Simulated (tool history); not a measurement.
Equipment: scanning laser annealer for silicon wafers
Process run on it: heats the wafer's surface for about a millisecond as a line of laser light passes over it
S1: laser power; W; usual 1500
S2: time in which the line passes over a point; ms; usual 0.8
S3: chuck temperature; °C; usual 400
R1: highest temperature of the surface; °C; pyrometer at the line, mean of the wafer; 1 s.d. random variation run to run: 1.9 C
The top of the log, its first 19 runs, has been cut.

{"day": 16.946, "done": "window over the wafer cleaned"}
{"run": 20, "day": 17.408, "S1": 1500, "S2": 0.8, "S3": 428, "R1": 1262}
{"run": 21, "day": 18.288, "S1": 1500, "S2": 0.8, "S3": 428, "R1": 1262}
{"run": 22, "day": 19.104, "S1": 1500, "S2": 0.906, "S3": 406, "R1": 1283}
{"run": 23, "day": 19.821, "S1": 1500, "S2": 0.595, "S3": 400, "R1": 1135}
{"run": 24, "day": 20.425, "S1": 1386, "S2": 0.919, "S3": 365, "R1": 1175}
{"run": 25, "day": 21.354, "S1": 1386, "S2": 0.919, "S3": 365, "R1": 1175}
{"run": 26, "day": 22.079, "S1": 1330, "S2": 0.919, "S3": 365, "R1": 1145}
{"run": 27, "day": 23.358, "S1": 1330, "S2": 0.919, "S3": 365, "R1": 1142}
{"run": 28, "day": 23.992, "S1": 1491, "S2": 0.582, "S3": 410, "R1": 1131}
{"run": 29, "day": 24.767, "S1": 1491, "S2": 0.582, "S3": 410, "R1": 1133}
{"run": 30, "day": 25.671, "S1": 1285, "S2": 0.99, "S3": 402, "R1": 1178}
{"run": 31, "day": 26.725, "S1": 1285, "S2": 0.99, "S3": 402, "R1": 1174}
{"run": 32, "day": 27.371, "S1": 1500, "S2": 0.767, "S3": 387, "R1": 1199}
{"run": 33, "day": 28.629, "S1": 1339, "S2": 0.782, "S3": 420, "R1": 1148}
{"run": 34, "day": 29.733, "S1": 1462, "S2": 0.735, "S3": 426, "R1": 1202}
{"run": 35, "day": 31.004, "S1": 1591, "S2": 0.693, "S3": 366, "R1": 1191}
{"run": 36, "day": 32.171, "S1": 1500, "S2": 0.778, "S3": 400, "R1": 1214}
{"run": 37, "day": 33.262, "S1": 1536, "S2": 0.74, "S3": 422, "R1": 1241}
{"run": 38, "day": 34.017, "S1": 1536, "S2": 0.74, "S3": 422, "R1": 1237}
{"run": 39, "day": 35.233, "S1": 1536, "S2": 0.74, "S3": 422, "R1": 1237}
{"run": 40, "day": 35.775, "S1": 1536, "S2": 0.74, "S3": 422, "R1": 1237}
{"run": 41, "day": 36.971, "S1": 1536, "S2": 0.74, "S3": 422, "R1": 1235}
{"run": 42, "day": 37.775, "S1": 1536, "S2": 0.74, "S3": 422, "R1": 1238}

3 options for the next run, each taken on its own from the tool as it stands now. Forecast them:
{"run": "A", "day": 38.604, "S1": 1475, "S2": 0.637, "S3": 382, "R1": "?"}
{"run": "B", "day": 38.604, "S1": 1387, "S2": 0.8, "S3": 422, "R1": "?"}
{"run": "C", "day": 38.604, "S1": 1617, "S2": 0.94, "S3": 394, "R1": "?"}

run=A R1=1114
run=B R1=1181
run=C R1=1342
With no hidden state in the tool, these same runs would have given:
run=A R1=1123
run=B R1=1191
run=C R1=1354

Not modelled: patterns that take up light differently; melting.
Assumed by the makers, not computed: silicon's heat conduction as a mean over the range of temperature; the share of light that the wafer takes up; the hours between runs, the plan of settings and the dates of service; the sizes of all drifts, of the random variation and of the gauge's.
